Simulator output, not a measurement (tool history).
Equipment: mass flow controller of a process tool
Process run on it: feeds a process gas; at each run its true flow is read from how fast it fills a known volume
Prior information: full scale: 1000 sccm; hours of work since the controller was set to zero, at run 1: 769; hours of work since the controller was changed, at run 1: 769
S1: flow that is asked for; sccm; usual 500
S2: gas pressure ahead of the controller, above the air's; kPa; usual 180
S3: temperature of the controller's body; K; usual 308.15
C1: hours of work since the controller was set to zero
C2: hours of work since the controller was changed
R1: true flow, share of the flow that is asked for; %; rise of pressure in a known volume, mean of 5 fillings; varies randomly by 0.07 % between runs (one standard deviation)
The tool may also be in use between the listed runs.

Run 1, hour 0.0: usual settings; C1 769; C2 769. Result: R1 97.54 %.
Run 2, hour 184.5: usual settings; C1 908; C2 908. Result: R1 97.60 %.
Run 3, hour 340.6: usual settings but S3 302.15 K; C1 1026; C2 1026. Result: R1 98.36 %.
Run 4, hour 534.4: usual settings but S3 302.15 K; C1 1172; C2 1172. Result: R1 98.47 %.
Run 5, hour 734.7: usual settings; C1 1324; C2 1324. Result: R1 97.93 %.
Run 6, hour 856.0: usual settings but S1 632 sccm; C1 1415; C2 1415. Result: R1 98.38 %.
Run 7, hour 1032.8: usual settings but S1 963 sccm, S2 175 kPa, S3 296.15 K; C1 1548; C2 1548. Result: R1 100.66 %.
Run 8, hour 1127.6: usual settings but S1 963 sccm, S2 175 kPa, S3 296.15 K; C1 1620; C2 1620. Result: R1 100.74 %.
Run 9, hour 1274.4: usual settings but S1 234 sccm, S2 226 kPa, S3 310.15 K; C1 1731; C2 1731. Result: R1 97.55 %.
Run 10, hour 1448.6: usual settings but S1 228 sccm, S2 151 kPa, S3 293.15 K; C1 1862; C2 1862. Result: R1 99.14 %.
Run 11, hour 1610.8: usual settings but S1 228 sccm, S2 151 kPa, S3 293.15 K; C1 1985; C2 1985. Result: R1 99.23 %.
Run 12, hour 1719.0: usual settings but S1 228 sccm, S2 151 kPa, S3 293.15 K; C1 2066; C2 2066. Result: R1 99.44 %.

Forecast each of these 3 alternatives for the next run:
Run A, hour 1931.7: usual settings but S1 228 sccm, S2 257 kPa, S3 294.15 K; C1 2227; C2 2227. Result: R1 ?.
Run B, hour 1931.7: usual settings but S1 492 sccm, S2 235 kPa, S3 310.15 K; C1 2227; C2 2227. Result: R1 ?.
Run C, hour 1931.7: usual settings but S2 206 kPa; C1 2227; C2 2227. Result: R1 ?.

run     R1
  A  99.76
  B  98.68
  C  98.84
Had the tool no hidden state, the same runs would have come out as:
run     R1
  A  98.44
  B  97.37
  C  97.53
